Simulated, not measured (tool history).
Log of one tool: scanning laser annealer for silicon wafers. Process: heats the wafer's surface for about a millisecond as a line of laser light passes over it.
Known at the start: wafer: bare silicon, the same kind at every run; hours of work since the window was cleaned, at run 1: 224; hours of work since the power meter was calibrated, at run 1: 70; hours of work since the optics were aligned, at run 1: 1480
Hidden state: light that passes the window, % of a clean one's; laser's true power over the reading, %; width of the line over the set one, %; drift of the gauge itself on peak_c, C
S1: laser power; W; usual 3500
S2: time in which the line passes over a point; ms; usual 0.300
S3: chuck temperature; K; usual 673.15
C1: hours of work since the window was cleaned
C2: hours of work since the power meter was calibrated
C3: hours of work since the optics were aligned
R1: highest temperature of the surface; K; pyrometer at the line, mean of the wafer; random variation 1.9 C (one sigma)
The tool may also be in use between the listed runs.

run,day,S1,S2,S3,C1,C2,C3,R1
1,0.000,3500,0.300,673.15,224,70,1480,1384.15
2,0.183,3720,0.300,673.15,226,72,1482,1443.15
3,0.558,3720,0.300,673.15,230,75,1486,1444.15
4,0.825,3720,0.300,673.15,232,78,1488,1442.15
5,1.092,3720,0.300,673.15,235,81,1491,1445.15
6,1.433,3720,0.300,673.15,239,84,1495,1442.15
7,1.746,3500,0.300,673.15,242,88,1498,1382.15
8,2.121,3500,0.300,673.15,246,91,1502,1382.15
9,2.346,3500,0.300,666.15,248,94,1504,1375.15
10,2.738,3500,0.300,673.15,252,98,1508,1384.15
11,3.138,3500,0.300,673.15,256,102,1512,1383.15
12,3.417,3500,0.300,673.15,259,105,1515,1384.15
13,3.738,3500,0.327,673.15,262,108,1518,1418.15
14,3.979,3500,0.300,673.15,265,111,1521,1380.15
15,4.262,3500,0.300,673.15,268,114,1524,1385.15
16,4.525,3500,0.300,673.15,271,116,1526,1378.15
17,4.717,3500,0.300,673.15,273,118,1528,1380.15
18,5.038,3675,0.300,673.15,276,121,1532,1428.15
19,5.379,3675,0.300,673.15,279,125,1535,1426.15
20,5.733,3778,0.350,662.15,283,129,1539,1515.15
21,6.088,3778,0.350,662.15,287,132,1542,1515.15
22,6.308,3778,0.350,662.15,289,135,1545,1516.15
23,6.729,3009,0.210,673.15,293,139,1549,1146.15
24,7.004,3569,0.230,640.15,296,142,1552,1260.15
25,7.408,3500,0.251,658.15,300,146,1556,1292.15
26,7.821,3500,0.300,649.15,304,150,1560,1353.15
27,8.021,3500,0.375,649.15,306,152,1562,1448.15
28,8.371,3161,0.355,673.15,310,156,1566,1350.15
29,8.671,3849,0.300,673.15,313,159,1569,1474.15
30,9.088,3592,0.308,665.15,317,163,1573,1403.15
31,9.342,3592,0.308,665.15,320,166,1576,1403.15
32,9.546,2982,0.355,679.15,322,168,1578,1308.15
33,9.812,2982,0.355,679.15,325,171,1581,1307.15
34,9.988,3666,0.254,673.15,327,172,1582,1356.15
35,10.154,3143,0.369,688.15,328,174,1584,1378.15
36,10.462,3500,0.331,703.15,332,177,1587,1449.15
37,10.762,3539,0.287,673.15,335,180,1590,1370.15

Forecast each of these 4 alternatives for the next run:
A,11.025,3407,0.340,665.15,337,183,1593,?
B,11.025,3544,0.312,646.15,337,183,1593,?
C,11.025,3498,0.275,673.15,337,183,1593,?
D,11.025,3426,0.287,673.15,337,183,1593,?

run,R1
A,1395.15
B,1379.15
C,1344.15
D,1338.15
Without the tool's hidden state the same runs would have given:
run,R1
A,1435.15
B,1419.15
C,1381.15
D,1374.15

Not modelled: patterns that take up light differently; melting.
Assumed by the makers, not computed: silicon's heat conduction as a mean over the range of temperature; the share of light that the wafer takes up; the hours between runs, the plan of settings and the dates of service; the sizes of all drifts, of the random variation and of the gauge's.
